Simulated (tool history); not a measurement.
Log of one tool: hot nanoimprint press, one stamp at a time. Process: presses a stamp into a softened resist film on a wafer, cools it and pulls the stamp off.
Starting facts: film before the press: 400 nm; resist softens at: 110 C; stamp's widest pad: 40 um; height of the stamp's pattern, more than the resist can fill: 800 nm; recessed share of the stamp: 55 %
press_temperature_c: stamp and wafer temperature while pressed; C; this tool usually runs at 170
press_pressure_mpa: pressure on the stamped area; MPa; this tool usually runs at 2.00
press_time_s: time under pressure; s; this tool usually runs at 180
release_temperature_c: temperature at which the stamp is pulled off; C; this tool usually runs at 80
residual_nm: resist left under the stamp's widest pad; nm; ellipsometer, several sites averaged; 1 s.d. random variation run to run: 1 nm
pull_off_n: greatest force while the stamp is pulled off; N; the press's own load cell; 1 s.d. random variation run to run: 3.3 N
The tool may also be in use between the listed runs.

| run | day | press_temperature_c | press_pressure_mpa | press_time_s | release_temperature_c | residual_nm | pull_off_n |
|---|---|---|---|---|---|---|---|
| 1 | 0.000 | 170 | 2.00 | 180 | 80 | 156.3 | 221 |
| 2 | 0.354 | 170 | 2.00 | 180 | 80 | 156.5 | 229 |
| 3 | 0.712 | 170 | 2.00 | 180 | 80 | 155.3 | 230 |
| 4 | 1.117 | 165 | 2.00 | 180 | 80 | 211.6 | 225 |
| 5 | 1.688 | 181 | 2.00 | 180 | 80 | 78.3 | 226 |
| 6 | 2.254 | 170 | 2.00 | 180 | 77 | 154.0 | 243 |
| 7 | 2.633 | 170 | 2.00 | 278 | 80 | 128.5 | 227 |
| 8 | 3.062 | 170 | 2.00 | 278 | 80 | 129.8 | 232 |
| 9 | 3.496 | 170 | 2.00 | 278 | 80 | 127.2 | 225 |
| 10 | 3.938 | 170 | 2.00 | 278 | 80 | 128.7 | 234 |
| 11 | 4.329 | 170 | 2.00 | 278 | 80 | 126.9 | 232 |
| 12 | 4.688 | 170 | 2.00 | 180 | 73 | 155.9 | 266 |
| 13 | 4.967 | 170 | 2.00 | 180 | 80 | 153.2 | 228 |
| 14 | 5.300 | 172 | 2.00 | 180 | 80 | 136.2 | 237 |
| 15 | 5.812 | 170 | 2.00 | 180 | 80 | 154.0 | 228 |
| 16 | 6.200 | 170 | 2.00 | 227 | 74 | 140.9 | 269 |
| 17 | 6.783 | 162 | 2.00 | 180 | 80 | 244.3 | 234 |
| 18 | 7.196 | 162 | 2.00 | 257 | 80 | 221.6 | 243 |
| 19 | 7.504 | 160 | 2.00 | 304 | 77 | 236.9 | 250 |
| 20 | 8.062 | 160 | 2.00 | 304 | 77 | 232.9 | 246 |
| 21 | 8.567 | 160 | 2.69 | 304 | 78 | 209.7 | 251 |
| 22 | 9.038 | 170 | 1.76 | 180 | 80 | 161.3 | 234 |
| 23 | 9.446 | 170 | 1.69 | 119 | 80 | 191.0 | 237 |
| 24 | 9.700 | 161 | 3.13 | 180 | 80 | 223.9 | 245 |
| 25 | 10.246 | 173 | 3.13 | 180 | 87 | 102.0 | 198 |
| 26 | 10.746 | 173 | 3.13 | 180 | 87 | 101.3 | 205 |
| 27 | 11.038 | 162 | 2.23 | 180 | 87 | 237.5 | 202 |
| 28 | 11.429 | 162 | 2.23 | 180 | 87 | 235.4 | 208 |
| 29 | 11.917 | 170 | 1.50 | 145 | 80 | 186.0 | 248 |
| 30 | 12.358 | 181 | 1.50 | 110 | 79 | 110.1 | 256 |

4 ways to go on from here, each from the tool as it stands after run 30. What would each give?
| A | 12.671 | 170 | 2.83 | 180 | 80 | ? | ? |
| B | 12.671 | 179 | 1.50 | 172 | 79 | ? | ? |
| C | 12.671 | 167 | 1.50 | 173 | 79 | ? | ? |
| D | 12.671 | 170 | 1.53 | 180 | 80 | ? | ? |

| run | residual_nm | pull_off_n |
|---|---|---|
| A | 128.9 | 244 |
| B | 101.1 | 261 |
| C | 203.7 | 250 |
| D | 169.7 | 252 |
Stripped of hidden state, with their random variation kept, the same runs would have yielded:
| run | residual_nm | pull_off_n |
|---|---|---|
| A | 135.3 | 200 |
| B | 106.2 | 214 |
| C | 214.1 | 205 |
| D | 178.7 | 207 |
